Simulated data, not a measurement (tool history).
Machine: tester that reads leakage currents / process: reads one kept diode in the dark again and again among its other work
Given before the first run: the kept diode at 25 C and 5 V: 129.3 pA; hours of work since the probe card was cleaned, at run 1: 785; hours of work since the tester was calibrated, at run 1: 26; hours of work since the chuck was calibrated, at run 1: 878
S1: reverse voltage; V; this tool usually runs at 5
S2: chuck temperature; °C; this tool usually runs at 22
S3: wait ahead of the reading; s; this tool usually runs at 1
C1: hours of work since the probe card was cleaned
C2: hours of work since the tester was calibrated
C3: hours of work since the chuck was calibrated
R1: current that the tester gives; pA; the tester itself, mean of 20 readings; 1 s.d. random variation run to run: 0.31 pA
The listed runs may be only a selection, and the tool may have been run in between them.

run,hour,S1,S2,S3,C1,C2,C3,R1
1,0,5,22,1,785,26,878,96.94
# hour 32.7: chuck's temperature calibrated
2,78.4,5,22,1,823,64,23,102.54
3,162.2,5,22,1,864,106,64,102.68
4,249,5,22,1,907,149,107,102.18
5,300.3,5,22,1,933,174,133,102.39
6,397.4,5,22,1,981,222,181,101.87
7,453.4,5,22,1,1009,250,208,102.2
8,497.9,1.68,28,4.33,1031,272,230,115.14
# hour 506.1: probe card cleaned and baked
9,568.8,7.3,55,0.86,31,305,264,1268.77
10,652.6,7.3,52,0.86,73,347,305,1032.43
11,745.1,7.3,52,0.86,118,393,351,1039.4
12,795.9,4.51,22,1,144,418,376,97.81
13,840.5,4.51,41,1.14,166,440,398,413.12

Below are 4 alternative next runs, each starting from the tool's condition after run 13. Predict each:
# hour 866.7: probe card cleaned and baked, once more
A,903.5,4.8,34,1.98,18,470,428,?
# hour 866.7: probe card cleaned and baked, once more
B,903.5,3.34,24,4.24,18,470,428,?
# hour 866.7: probe card cleaned and baked, once more
C,903.5,18.27,41,2.27,18,470,428,?
# hour 866.7: probe card cleaned and baked, once more
D,903.5,12.04,22,1,18,470,428,?

run,R1
A,251.04
B,102.92
C,642.22
D,133.08
Had the tool no hidden state, the same runs would have come out as:
run,R1
A,257.45
B,105.73
C,657.78
D,136.62

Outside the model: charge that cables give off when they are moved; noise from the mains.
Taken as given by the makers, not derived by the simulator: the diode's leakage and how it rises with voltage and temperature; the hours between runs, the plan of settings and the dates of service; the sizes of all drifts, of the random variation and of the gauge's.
